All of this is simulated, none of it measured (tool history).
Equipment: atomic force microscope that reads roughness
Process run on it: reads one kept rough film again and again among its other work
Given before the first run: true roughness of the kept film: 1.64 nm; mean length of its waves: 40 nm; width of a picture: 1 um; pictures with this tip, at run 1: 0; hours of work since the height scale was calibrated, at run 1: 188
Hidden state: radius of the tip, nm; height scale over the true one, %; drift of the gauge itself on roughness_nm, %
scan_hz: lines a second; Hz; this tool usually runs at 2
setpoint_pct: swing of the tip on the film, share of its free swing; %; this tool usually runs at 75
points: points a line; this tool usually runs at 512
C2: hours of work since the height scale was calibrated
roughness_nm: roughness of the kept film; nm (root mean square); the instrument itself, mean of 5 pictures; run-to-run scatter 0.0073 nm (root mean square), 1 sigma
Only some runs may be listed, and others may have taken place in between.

{"run": 1, "day": 0.0, "scan_hz": 2, "setpoint_pct": 75, "points": 512, "pictures with this tip": 0, "C2": 188, "roughness_nm": 1.519}
{"run": 2, "day": 0.788, "scan_hz": 2, "setpoint_pct": 75, "points": 512, "pictures with this tip": 21, "C2": 199, "roughness_nm": 1.502}
{"run": 3, "day": 1.767, "scan_hz": 2, "setpoint_pct": 75, "points": 512, "pictures with this tip": 47, "C2": 214, "roughness_nm": 1.495}
{"run": 4, "day": 2.3, "scan_hz": 2, "setpoint_pct": 75, "points": 512, "pictures with this tip": 61, "C2": 221, "roughness_nm": 1.5}
{"run": 5, "day": 3.2, "scan_hz": 2, "setpoint_pct": 75, "points": 512, "pictures with this tip": 84, "C2": 234, "roughness_nm": 1.48}
{"run": 6, "day": 3.75, "scan_hz": 2, "setpoint_pct": 75, "points": 512, "pictures with this tip": 98, "C2": 242, "roughness_nm": 1.463}
{"run": 7, "day": 4.592, "scan_hz": 2, "setpoint_pct": 75, "points": 512, "pictures with this tip": 121, "C2": 255, "roughness_nm": 1.453}
{"run": 8, "day": 5.479, "scan_hz": 3.24, "setpoint_pct": 75, "points": 512, "pictures with this tip": 144, "C2": 268, "roughness_nm": 1.42}
{"run": 9, "day": 6.283, "scan_hz": 3.24, "setpoint_pct": 75, "points": 512, "pictures with this tip": 165, "C2": 279, "roughness_nm": 1.415}
{"run": 10, "day": 7.017, "scan_hz": 3.24, "setpoint_pct": 75, "points": 512, "pictures with this tip": 184, "C2": 290, "roughness_nm": 1.4}
{"run": 11, "day": 7.688, "scan_hz": 2, "setpoint_pct": 75, "points": 318, "pictures with this tip": 202, "C2": 300, "roughness_nm": 1.427}
{"run": 12, "day": 8.504, "scan_hz": 1.09, "setpoint_pct": 75, "points": 512, "pictures with this tip": 223, "C2": 312, "roughness_nm": 1.46}
{"run": 13, "day": 9.492, "scan_hz": 2.46, "setpoint_pct": 75, "points": 512, "pictures with this tip": 249, "C2": 326, "roughness_nm": 1.412}
{"run": 14, "day": 10.304, "scan_hz": 2.46, "setpoint_pct": 58, "points": 512, "pictures with this tip": 270, "C2": 338, "roughness_nm": 1.452}
{"day": 10.7, "done": "new tip fitted"}
{"run": 15, "day": 11.025, "scan_hz": 2.46, "setpoint_pct": 58, "points": 512, "pictures with this tip": 9, "C2": 348, "roughness_nm": 1.547}
{"run": 16, "day": 12.1, "scan_hz": 2.46, "setpoint_pct": 58, "points": 512, "pictures with this tip": 37, "C2": 364, "roughness_nm": 1.531}
{"run": 17, "day": 13.175, "scan_hz": 2.46, "setpoint_pct": 58, "points": 512, "pictures with this tip": 65, "C2": 380, "roughness_nm": 1.523}
{"run": 18, "day": 14.167, "scan_hz": 2.46, "setpoint_pct": 58, "points": 512, "pictures with this tip": 91, "C2": 394, "roughness_nm": 1.511}
{"run": 19, "day": 14.608, "scan_hz": 2.46, "setpoint_pct": 58, "points": 512, "pictures with this tip": 102, "C2": 401, "roughness_nm": 1.508}
{"run": 20, "day": 15.117, "scan_hz": 2.46, "setpoint_pct": 58, "points": 512, "pictures with this tip": 116, "C2": 408, "roughness_nm": 1.495}
{"run": 21, "day": 15.596, "scan_hz": 2.46, "setpoint_pct": 58, "points": 512, "pictures with this tip": 128, "C2": 415, "roughness_nm": 1.489}
{"run": 22, "day": 16.421, "scan_hz": 2.46, "setpoint_pct": 58, "points": 516, "pictures with this tip": 150, "C2": 427, "roughness_nm": 1.492}
{"run": 23, "day": 16.946, "scan_hz": 2, "setpoint_pct": 75, "points": 512, "pictures with this tip": 164, "C2": 435, "roughness_nm": 1.452}
{"run": 24, "day": 17.767, "scan_hz": 2, "setpoint_pct": 75, "points": 512, "pictures with this tip": 185, "C2": 447, "roughness_nm": 1.445}
{"run": 25, "day": 18.567, "scan_hz": 2, "setpoint_pct": 75, "points": 512, "pictures with this tip": 206, "C2": 458, "roughness_nm": 1.438}
{"run": 26, "day": 19.475, "scan_hz": 2.74, "setpoint_pct": 72, "points": 737, "pictures with this tip": 230, "C2": 472, "roughness_nm": 1.43}
{"run": 27, "day": 20.338, "scan_hz": 2.74, "setpoint_pct": 72, "points": 737, "pictures with this tip": 252, "C2": 484, "roughness_nm": 1.408}
{"run": 28, "day": 20.95, "scan_hz": 1.19, "setpoint_pct": 78, "points": 370, "pictures with this tip": 269, "C2": 493, "roughness_nm": 1.442}
{"day": 21.408, "done": "new tip fitted"}
{"run": 29, "day": 21.529, "scan_hz": 1.19, "setpoint_pct": 78, "points": 370, "pictures with this tip": 3, "C2": 501, "roughness_nm": 1.505}
{"run": 30, "day": 22.283, "scan_hz": 2, "setpoint_pct": 57, "points": 451, "pictures with this tip": 23, "C2": 512, "roughness_nm": 1.546}
{"run": 31, "day": 22.742, "scan_hz": 0.6, "setpoint_pct": 56, "points": 579, "pictures with this tip": 35, "C2": 519, "roughness_nm": 1.557}
{"run": 32, "day": 23.475, "scan_hz": 3.46, "setpoint_pct": 80, "points": 781, "pictures with this tip": 54, "C2": 530, "roughness_nm": 1.403}
{"run": 33, "day": 24.242, "scan_hz": 3.02, "setpoint_pct": 58, "points": 512, "pictures with this tip": 74, "C2": 541, "roughness_nm": 1.504}
{"run": 34, "day": 24.846, "scan_hz": 3.02, "setpoint_pct": 58, "points": 512, "pictures with this tip": 90, "C2": 550, "roughness_nm": 1.499}
{"run": 35, "day": 25.929, "scan_hz": 1.76, "setpoint_pct": 81, "points": 999, "pictures with this tip": 118, "C2": 565, "roughness_nm": 1.435}
{"run": 36, "day": 26.717, "scan_hz": 3.92, "setpoint_pct": 81, "points": 388, "pictures with this tip": 139, "C2": 577, "roughness_nm": 1.348}
{"run": 37, "day": 27.388, "scan_hz": 3.92, "setpoint_pct": 85, "points": 388, "pictures with this tip": 157, "C2": 587, "roughness_nm": 1.311}
{"run": 38, "day": 28.375, "scan_hz": 3.45, "setpoint_pct": 85, "points": 388, "pictures with this tip": 182, "C2": 601, "roughness_nm": 1.332}
{"run": 39, "day": 29.292, "scan_hz": 2.63, "setpoint_pct": 81, "points": 714, "pictures with this tip": 206, "C2": 614, "roughness_nm": 1.384}
{"run": 40, "day": 30.35, "scan_hz": 2.63, "setpoint_pct": 81, "points": 714, "pictures with this tip": 234, "C2": 630, "roughness_nm": 1.362}
{"run": 41, "day": 30.921, "scan_hz": 0.76, "setpoint_pct": 84, "points": 491, "pictures with this tip": 249, "C2": 638, "roughness_nm": 1.443}
{"run": 42, "day": 31.896, "scan_hz": 1.85, "setpoint_pct": 58, "points": 773, "pictures with this tip": 275, "C2": 652, "roughness_nm": 1.455}
{"day": 32.075, "done": "new tip fitted"}
{"run": 43, "day": 32.733, "scan_hz": 2, "setpoint_pct": 73, "points": 460, "pictures with this tip": 17, "C2": 664, "roughness_nm": 1.494}
{"run": 44, "day": 33.25, "scan_hz": 2, "setpoint_pct": 75, "points": 774, "pictures with this tip": 31, "C2": 672, "roughness_nm": 1.485}
{"run": 45, "day": 33.962, "scan_hz": 1.21, "setpoint_pct": 82, "points": 260, "pictures with this tip": 49, "C2": 682, "roughness_nm": 1.477}
{"run": 46, "day": 34.762, "scan_hz": 1.15, "setpoint_pct": 78, "points": 260, "pictures with this tip": 70, "C2": 694, "roughness_nm": 1.49}
{"run": 47, "day": 35.592, "scan_hz": 1.15, "setpoint_pct": 78, "points": 260, "pictures with this tip": 92, "C2": 706, "roughness_nm": 1.476}
{"run": 48, "day": 36.475, "scan_hz": 1.15, "setpoint_pct": 78, "points": 260, "pictures with this tip": 115, "C2": 719, "roughness_nm": 1.476}
{"run": 49, "day": 36.962, "scan_hz": 1.15, "setpoint_pct": 78, "points": 260, "pictures with this tip": 128, "C2": 726, "roughness_nm": 1.463}
{"run": 50, "day": 37.942, "scan_hz": 3.18, "setpoint_pct": 75, "points": 512, "pictures with this tip": 153, "C2": 740, "roughness_nm": 1.412}

Each row is a separate what-if for the run after 50, all from the same tool condition, not one after another. Results?
{"run": "A", "day": 38.488, "scan_hz": 2, "setpoint_pct": 72, "points": 512, "pictures with this tip": 168, "C2": 748, "roughness_nm": "?"}
{"run": "B", "day": 38.488, "scan_hz": 3.18, "setpoint_pct": 75, "points": 271, "pictures with this tip": 168, "C2": 748, "roughness_nm": "?"}
{"run": "C", "day": 38.488, "scan_hz": 3.52, "setpoint_pct": 68, "points": 846, "pictures with this tip": 168, "C2": 748, "roughness_nm": "?"}
{"run": "D", "day": 38.488, "scan_hz": 3.18, "setpoint_pct": 82, "points": 512, "pictures with this tip": 168, "C2": 748, "roughness_nm": "?"}

run=A roughness_nm=1.45
run=B roughness_nm=1.387
run=C roughness_nm=1.419
run=D roughness_nm=1.363
Had the tool no hidden state, the same runs would have come out as:
run=A roughness_nm=1.53
run=B roughness_nm=1.464
run=C roughness_nm=1.497
run=D roughness_nm=1.438
